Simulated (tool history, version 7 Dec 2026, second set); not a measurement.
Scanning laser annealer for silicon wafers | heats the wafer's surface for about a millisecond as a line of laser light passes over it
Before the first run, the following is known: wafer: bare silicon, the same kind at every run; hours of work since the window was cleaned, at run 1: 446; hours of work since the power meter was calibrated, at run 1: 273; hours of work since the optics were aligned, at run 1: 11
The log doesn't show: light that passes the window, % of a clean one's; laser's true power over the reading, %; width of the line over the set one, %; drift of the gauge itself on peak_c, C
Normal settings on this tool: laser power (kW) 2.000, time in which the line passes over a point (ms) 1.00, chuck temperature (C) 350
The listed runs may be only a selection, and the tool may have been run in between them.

run	hour	laser power (kW)	time in which the line passes over a point (ms)	chuck temperature (C)	hours of work since the window was cleaned	hours of work since the power meter was calibrated	hours of work since the optics were aligned	highest temperature of the surface (C)
1	0.0	2.000	1.00	350	446	273	11	1062
# hour 33.3: window over the wafer cleaned
2	34.8	2.000	1.00	350	1	291	29	1077
3	69.9	2.000	1.00	350	20	310	48	1082
4	85.7	2.000	1.00	350	28	318	56	1081
5	106.5	2.000	1.00	325	40	329	68	1055
6	131.6	2.000	0.72	350	53	343	81	980
7	151.7	2.000	1.00	344	64	354	92	1069
8	178.9	2.000	1.00	344	79	368	107	1071
9	212.9	2.000	1.00	344	97	387	125	1068
10	230.7	1.941	1.01	384	107	396	135	1081
11	256.8	1.883	0.85	313	121	410	149	933
12	272.4	2.000	1.00	321	129	419	157	1042

3 options for the next run, each taken on its own from the tool as it stands now. Forecast them:
A	302.8	2.162	1.00	336	145	435	174	?
B	302.8	2.079	0.79	341	145	435	174	?
C	302.8	1.748	0.99	321	145	435	174	?

run	highest temperature of the surface (C)
A	1135
B	1025
C	916
With no hidden state in the tool, these same runs would have given:
run	highest temperature of the surface (C)
A	1151
B	1038
C	928

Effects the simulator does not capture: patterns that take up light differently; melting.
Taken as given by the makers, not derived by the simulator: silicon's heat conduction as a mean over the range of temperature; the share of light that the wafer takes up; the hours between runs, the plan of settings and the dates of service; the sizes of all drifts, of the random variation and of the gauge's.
